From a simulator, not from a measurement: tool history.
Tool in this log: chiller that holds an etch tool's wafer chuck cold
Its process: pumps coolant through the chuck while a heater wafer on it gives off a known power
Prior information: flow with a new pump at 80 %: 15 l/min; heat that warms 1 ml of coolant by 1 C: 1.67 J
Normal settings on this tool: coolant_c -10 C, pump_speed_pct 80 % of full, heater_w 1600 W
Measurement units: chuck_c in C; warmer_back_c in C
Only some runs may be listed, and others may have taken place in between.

run	day	coolant_c	pump_speed_pct	heater_w	chuck_c	warmer_back_c
1	0	-10	80	1600	2.3	3.84
2	4.538	-10	80	1600	2.1	3.88
3	8.258	-10	96	1600	0.3	3.11
4	13.854	-10	96	1600	0.3	3.12
5	17.633	-10	80	1600	2.3	3.88
6	20.45	-5	80	1600	7.2	3.85
7	25.342	-5	80	1600	7.3	3.89
8	29.771	-5	80	1600	7.2	3.86
9	33.762	-10	80	1600	2.2	3.87
# day 35.133: coolant pump overhauled
10	38.167	-10	80	1600	2.3	3.77
11	43.683	-17	84	2155	-1.5	4.86
12	46.929	0	79	2356	18.4	5.63
13	50.138	-10	80	1013	-2.1	2.4
14	55.675	-8	85	1722	4.4	3.88
15	58.354	-1	85	1111	7.1	2.51
16	61.558	-13	85	1600	-1.4	3.59
# day 62.621: coolant changed, channels flushed
17	65.196	-20	95	1600	-9.6	3.13
18	70.379	-8	67	2307	12.8	6.73
19	75.042	-13	67	2307	7.7	6.73
20	79.262	-1	67	1932	16.4	5.64

Here are 3 independent what-if runs from the current tool condition. What would each one return?
A	82.488	-11	80	1390	?	?
B	82.488	-1	67	1734	?	?
C	82.488	-10	82	1921	?	?

run	chuck_c	warmer_back_c
A	-0.4	3.31
B	14.7	5.13
C	4.5	4.42
The same runs, with their run-to-run variation unchanged, on a tool lacking any hidden condition would have given:
run	chuck_c	warmer_back_c
A	-0.4	3.31
B	14.7	5.12
C	4.5	4.41
